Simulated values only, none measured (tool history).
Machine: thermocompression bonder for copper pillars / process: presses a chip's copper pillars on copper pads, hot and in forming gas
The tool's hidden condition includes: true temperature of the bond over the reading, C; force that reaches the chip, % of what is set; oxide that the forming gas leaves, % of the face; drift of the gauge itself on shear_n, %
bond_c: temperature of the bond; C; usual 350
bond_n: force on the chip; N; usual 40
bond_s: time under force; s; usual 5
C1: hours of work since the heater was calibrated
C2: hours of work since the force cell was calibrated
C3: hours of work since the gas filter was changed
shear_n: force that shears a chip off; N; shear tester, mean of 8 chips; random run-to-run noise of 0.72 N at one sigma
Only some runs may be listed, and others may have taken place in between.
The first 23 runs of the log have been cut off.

{"run": 24, "hour": 1444.1, "bond_c": 360, "bond_n": 50, "bond_s": 8, "C1": 314, "C2": 736, "C3": 280, "shear_n": 86.8}
{"run": 25, "hour": 1493.8, "bond_c": 360, "bond_n": 50, "bond_s": 8, "C1": 348, "C2": 770, "C3": 314, "shear_n": 86.5}
{"hour": 1521.3, "done": "forming gas filter changed"}
{"run": 26, "hour": 1567.2, "bond_c": 332, "bond_n": 50, "bond_s": 8, "C1": 397, "C2": 819, "C3": 31, "shear_n": 77.1}
{"hour": 1619.4, "done": "force cell calibrated"}
{"run": 27, "hour": 1619.4, "bond_c": 371, "bond_n": 51, "bond_s": 3, "C1": 431, "C2": 0, "C3": 65, "shear_n": 80.2}
{"run": 28, "hour": 1686.9, "bond_c": 336, "bond_n": 32, "bond_s": 8, "C1": 477, "C2": 46, "C3": 111, "shear_n": 52.3}
{"run": 29, "hour": 1727.7, "bond_c": 336, "bond_n": 32, "bond_s": 8, "C1": 505, "C2": 73, "C3": 139, "shear_n": 51.0}
{"run": 30, "hour": 1806.7, "bond_c": 336, "bond_n": 35, "bond_s": 12, "C1": 558, "C2": 127, "C3": 192, "shear_n": 65.6}
{"run": 31, "hour": 1854.0, "bond_c": 340, "bond_n": 36, "bond_s": 3, "C1": 590, "C2": 159, "C3": 224, "shear_n": 39.9}
{"run": 32, "hour": 1906.7, "bond_c": 356, "bond_n": 35, "bond_s": 3, "C1": 626, "C2": 195, "C3": 260, "shear_n": 44.7}
{"run": 33, "hour": 1980.0, "bond_c": 350, "bond_n": 43, "bond_s": 9, "C1": 675, "C2": 244, "C3": 310, "shear_n": 74.2}
{"hour": 2012.4, "done": "forming gas filter changed"}
{"run": 34, "hour": 2056.0, "bond_c": 350, "bond_n": 43, "bond_s": 9, "C1": 726, "C2": 295, "C3": 30, "shear_n": 82.1}
{"run": 35, "hour": 2107.5, "bond_c": 377, "bond_n": 43, "bond_s": 9, "C1": 761, "C2": 330, "C3": 64, "shear_n": 98.6}
{"run": 36, "hour": 2190.7, "bond_c": 377, "bond_n": 43, "bond_s": 9, "C1": 818, "C2": 386, "C3": 121, "shear_n": 96.4}
{"run": 37, "hour": 2258.5, "bond_c": 350, "bond_n": 30, "bond_s": 9, "C1": 864, "C2": 432, "C3": 167, "shear_n": 55.9}

Consider 5 possible next runs. They are alternatives, not a sequence: every one starts from the tool as it was left by run 37. What does each give?
{"run": "A", "hour": 2343.9, "bond_c": 350, "bond_n": 35, "bond_s": 7, "C1": 921, "C2": 490, "C3": 224, "shear_n": "?"}
{"run": "B", "hour": 2343.9, "bond_c": 379, "bond_n": 37, "bond_s": 15, "C1": 921, "C2": 490, "C3": 224, "shear_n": "?"}
{"run": "C", "hour": 2343.9, "bond_c": 365, "bond_n": 36, "bond_s": 11, "C1": 921, "C2": 490, "C3": 224, "shear_n": "?"}
{"run": "D", "hour": 2343.9, "bond_c": 347, "bond_n": 28, "bond_s": 8, "C1": 921, "C2": 490, "C3": 224, "shear_n": "?"}
{"run": "E", "hour": 2343.9, "bond_c": 350, "bond_n": 45, "bond_s": 3, "C1": 921, "C2": 490, "C3": 224, "shear_n": "?"}

run=A shear_n=57.4
run=B shear_n=95.3
run=C shear_n=77.6
run=D shear_n=45.4
run=E shear_n=54.2
Without the tool's hidden state the same runs would have given:
run=A shear_n=65.9
run=B shear_n=107.2
run=C shear_n=88.2
run=D shear_n=52.6
run=E shear_n=62.4
